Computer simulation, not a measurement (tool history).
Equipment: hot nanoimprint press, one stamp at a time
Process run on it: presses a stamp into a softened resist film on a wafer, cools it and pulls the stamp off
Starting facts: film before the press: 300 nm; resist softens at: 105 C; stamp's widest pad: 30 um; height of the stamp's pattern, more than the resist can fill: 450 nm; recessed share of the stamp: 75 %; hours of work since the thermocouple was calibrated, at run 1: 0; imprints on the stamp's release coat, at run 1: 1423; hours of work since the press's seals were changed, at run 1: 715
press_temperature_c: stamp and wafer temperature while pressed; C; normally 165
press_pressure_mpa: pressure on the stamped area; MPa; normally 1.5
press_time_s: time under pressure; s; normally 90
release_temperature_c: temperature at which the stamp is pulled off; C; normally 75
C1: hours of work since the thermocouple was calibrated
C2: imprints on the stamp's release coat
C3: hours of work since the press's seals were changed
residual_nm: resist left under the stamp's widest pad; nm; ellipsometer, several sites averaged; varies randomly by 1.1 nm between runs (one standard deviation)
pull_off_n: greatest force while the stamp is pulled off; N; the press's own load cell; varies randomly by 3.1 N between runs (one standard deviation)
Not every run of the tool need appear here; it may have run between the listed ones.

Run 1, hour 0: usual settings; C1 0; C2 1423; C3 715. Result: residual_nm 182.9 nm, pull_off_n 265 N.
Run 2, hour 31.1: usual settings but press_pressure_mpa 1.72 MPa; C1 22; C2 1559; C3 737. Result: residual_nm 174.6 nm, pull_off_n 271 N.
Run 3, hour 63.8: usual settings but press_time_s 169 s; C1 45; C2 1702; C3 760. Result: residual_nm 151.3 nm, pull_off_n 267 N.
Run 4, hour 84.2: usual settings; C1 59; C2 1790; C3 774. Result: residual_nm 184.3 nm, pull_off_n 271 N.
Run 5, hour 109.3: usual settings; C1 77; C2 1900; C3 792. Result: residual_nm 184 nm, pull_off_n 283 N.
Run 6, hour 130.8: usual settings; C1 92; C2 1994; C3 807. Result: residual_nm 185.8 nm, pull_off_n 281 N.
Run 7, hour 148.9: usual settings; C1 105; C2 2073; C3 819. Result: residual_nm 187.7 nm, pull_off_n 284 N.
At hour 164.3: stamp cleaned and given a new release coat.
Run 8, hour 179: usual settings; C1 121; C2 64; C3 836. Result: residual_nm 187.5 nm, pull_off_n 241 N.
Run 9, hour 195: usual settings; C1 133; C2 134; C3 848. Result: residual_nm 188.9 nm, pull_off_n 241 N.
Run 10, hour 228.4: usual settings; C1 156; C2 280; C3 871. Result: residual_nm 188.9 nm, pull_off_n 244 N.
Run 11, hour 260.1: usual settings; C1 178; C2 418; C3 893. Result: residual_nm 187.4 nm, pull_off_n 247 N.
Run 12, hour 274.6: usual settings; C1 189; C2 481; C3 903. Result: residual_nm 190.6 nm, pull_off_n 247 N.
Run 13, hour 292.3: usual settings; C1 201; C2 558; C3 916. Result: residual_nm 189.1 nm, pull_off_n 249 N.
Run 14, hour 312.6: usual settings; C1 215; C2 647; C3 930. Result: residual_nm 191.3 nm, pull_off_n 247 N.
At hour 323: press's hydraulic seals changed and the load cell set to zero.
Run 15, hour 347: usual settings; C1 234; C2 762; C3 17. Result: residual_nm 187.9 nm, pull_off_n 252 N.
Run 16, hour 367.2: usual settings; C1 248; C2 850; C3 31. Result: residual_nm 188.9 nm, pull_off_n 261 N.
At hour 373.1: plate thermocouple calibrated.
Run 17, hour 385.9: usual settings but press_temperature_c 174 C, press_pressure_mpa 1.58 MPa, press_time_s 123 s, release_temperature_c 61 C; C1 9; C2 918; C3 42. Result: residual_nm 107.5 nm, pull_off_n 297 N.
Run 18, hour 400.7: usual settings but release_temperature_c 74 C; C1 19; C2 983; C3 52. Result: residual_nm 190.6 nm, pull_off_n 262 N.
Run 19, hour 426.2: usual settings but release_temperature_c 74 C; C1 37; C2 1094; C3 70. Result: residual_nm 189.4 nm, pull_off_n 263 N.
Run 20, hour 460.4: usual settings but release_temperature_c 74 C; C1 61; C2 1244; C3 94. Result: residual_nm 192 nm, pull_off_n 269 N.
Run 21, hour 479.8: usual settings but release_temperature_c 74 C; C1 75; C2 1328; C3 108. Result: residual_nm 193.3 nm, pull_off_n 271 N.
Run 22, hour 500: usual settings but press_pressure_mpa 1.59 MPa, press_time_s 55 s, release_temperature_c 64 C; C1 89; C2 1416; C3 122. Result: residual_nm 212.2 nm, pull_off_n 303 N.
Run 23, hour 532.1: usual settings but press_pressure_mpa 1.17 MPa, press_time_s 140 s, release_temperature_c 76 C; C1 112; C2 1556; C3 145. Result: residual_nm 185.8 nm, pull_off_n 269 N.
Run 24, hour 557.9: usual settings but press_temperature_c 167 C, press_pressure_mpa 1.84 MPa, press_time_s 56 s; C1 130; C2 1669; C3 163. Result: residual_nm 189.5 nm, pull_off_n 279 N.
At hour 576: plate thermocouple calibrated, once more.
Run 25, hour 580.2: usual settings but press_temperature_c 167 C, press_pressure_mpa 1.84 MPa, press_time_s 56 s; C1 3; C2 1753; C3 176. Result: residual_nm 176.7 nm, pull_off_n 270 N.
Run 26, hour 596.5: usual settings but press_temperature_c 167 C, press_pressure_mpa 1.84 MPa, press_time_s 56 s; C1 14; C2 1824; C3 188. Result: residual_nm 179 nm, pull_off_n 276 N.
Run 27, hour 612.1: usual settings but press_temperature_c 167 C, press_pressure_mpa 1.84 MPa, press_time_s 56 s; C1 25; C2 1892; C3 199. Result: residual_nm 180.8 nm, pull_off_n 279 N.
Run 28, hour 628.3: usual settings but press_temperature_c 167 C, press_pressure_mpa 1.84 MPa, press_time_s 56 s; C1 37; C2 1963; C3 210. Result: residual_nm 179.6 nm, pull_off_n 278 N.
Run 29, hour 653: usual settings but press_temperature_c 167 C, press_pressure_mpa 1.84 MPa, press_time_s 56 s; C1 54; C2 2071; C3 227. Result: residual_nm 180 nm, pull_off_n 283 N.

What will run 30 give?
At hour 668.5: stamp cleaned and given a new release coat.
Run 30, hour 679.1: usual settings but press_temperature_c 167 C, press_pressure_mpa 1.84 MPa, press_time_s 56 s; C1 68; C2 46; C3 242. Result: residual_nm ?, pull_off_n ?.

Run 30 yielded residual_nm 181.4 nm, pull_off_n 241 N.
Without the tool's hidden state the same run would have given residual_nm 176 nm, pull_off_n 239 N.
